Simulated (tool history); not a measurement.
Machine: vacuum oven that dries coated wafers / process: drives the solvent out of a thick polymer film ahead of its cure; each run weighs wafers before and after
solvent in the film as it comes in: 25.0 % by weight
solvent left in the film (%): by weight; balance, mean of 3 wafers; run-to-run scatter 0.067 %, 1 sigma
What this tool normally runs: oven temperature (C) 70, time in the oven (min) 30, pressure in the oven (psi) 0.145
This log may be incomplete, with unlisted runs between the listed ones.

Run 1, hour 0.0: usual settings. Result: solvent left in the film (%) 5.42.
Run 2, hour 12.1: usual settings. Result: solvent left in the film (%) 5.37.
Run 3, hour 33.8: usual settings. Result: solvent left in the film (%) 5.44.
Run 4, hour 46.1: usual settings. Result: solvent left in the film (%) 5.55.
Run 5, hour 61.3: usual settings. Result: solvent left in the film (%) 5.51.
Run 6, hour 81.6: usual settings but oven temperature (C) 67. Result: solvent left in the film (%) 7.38.
Run 7, hour 100.2: usual settings but oven temperature (C) 67, pressure in the oven (psi) 0.116. Result: solvent left in the film (%) 7.10.
Run 8, hour 112.9: usual settings. Result: solvent left in the film (%) 5.44.
Run 9, hour 126.0: usual settings but time in the oven (min) 25. Result: solvent left in the film (%) 6.80.
Run 10, hour 136.5: usual settings. Result: solvent left in the film (%) 5.55.
Run 11, hour 148.0: usual settings but oven temperature (C) 59. Result: solvent left in the film (%) 12.22.
Run 12, hour 167.3: usual settings but oven temperature (C) 71. Result: solvent left in the film (%) 5.06.
Run 13, hour 178.6: usual settings but oven temperature (C) 71. Result: solvent left in the film (%) 5.06.
Run 14, hour 199.2: usual settings but pressure in the oven (psi) 0.499. Result: solvent left in the film (%) 8.46.
Run 15, hour 218.7: usual settings but pressure in the oven (psi) 0.499. Result: solvent left in the film (%) 8.62.
Run 16, hour 230.5: usual settings but oven temperature (C) 83, pressure in the oven (psi) 0.161. Result: solvent left in the film (%) 1.34.
Run 17, hour 246.4: usual settings but oven temperature (C) 69, time in the oven (min) 28, pressure in the oven (psi) 0.299. Result: solvent left in the film (%) 8.00.
Run 18, hour 257.9: usual settings but oven temperature (C) 69, time in the oven (min) 15, pressure in the oven (psi) 0.431. Result: solvent left in the film (%) 12.71.
Run 19, hour 273.9: usual settings but oven temperature (C) 69, time in the oven (min) 15, pressure in the oven (psi) 0.431. Result: solvent left in the film (%) 12.92.
Run 20, hour 296.6: usual settings but oven temperature (C) 76, time in the oven (min) 19, pressure in the oven (psi) 0.158. Result: solvent left in the film (%) 5.48.
Run 21, hour 316.4: usual settings but oven temperature (C) 77, time in the oven (min) 20. Result: solvent left in the film (%) 4.43.
Run 22, hour 329.9: usual settings but pressure in the oven (psi) 0.096. Result: solvent left in the film (%) 5.28.
Run 23, hour 353.4: usual settings but pressure in the oven (psi) 0.144. Result: solvent left in the film (%) 5.86.
Run 24, hour 377.2: usual settings but pressure in the oven (psi) 0.144. Result: solvent left in the film (%) 5.89.
Run 25, hour 387.8: usual settings but oven temperature (C) 65, time in the oven (min) 44, pressure in the oven (psi) 0.144. Result: solvent left in the film (%) 6.39.
Run 26, hour 408.4: usual settings but oven temperature (C) 65, time in the oven (min) 44, pressure in the oven (psi) 0.144. Result: solvent left in the film (%) 6.35.
Run 27, hour 427.2: usual settings but oven temperature (C) 65, time in the oven (min) 44, pressure in the oven (psi) 0.144. Result: solvent left in the film (%) 6.44.
Run 28, hour 448.2: usual settings but oven temperature (C) 68, time in the oven (min) 34, pressure in the oven (psi) 0.144. Result: solvent left in the film (%) 6.34.
Run 29, hour 465.5: usual settings but oven temperature (C) 80, time in the oven (min) 34, pressure in the oven (psi) 0.144. Result: solvent left in the film (%) 1.49.

3 options for the next run, each taken on its own from the tool as it stands now. Forecast them:
Run A, hour 486.5: usual settings but oven temperature (C) 56, time in the oven (min) 34, pressure in the oven (psi) 0.112. Result: solvent left in the film (%) ?.
Run B, hour 486.5: usual settings but oven temperature (C) 82, time in the oven (min) 28, pressure in the oven (psi) 0.428. Result: solvent left in the film (%) ?.
Run C, hour 486.5: usual settings but time in the oven (min) 46. Result: solvent left in the film (%) ?.

run  solvent left in the film (%)
  A                         13.31
  B                          3.25
  C                          3.57
Without the tool's unlogged condition, the same runs would have read:
run  solvent left in the film (%)
  A                         11.64
  B                          2.61
  C                          2.44
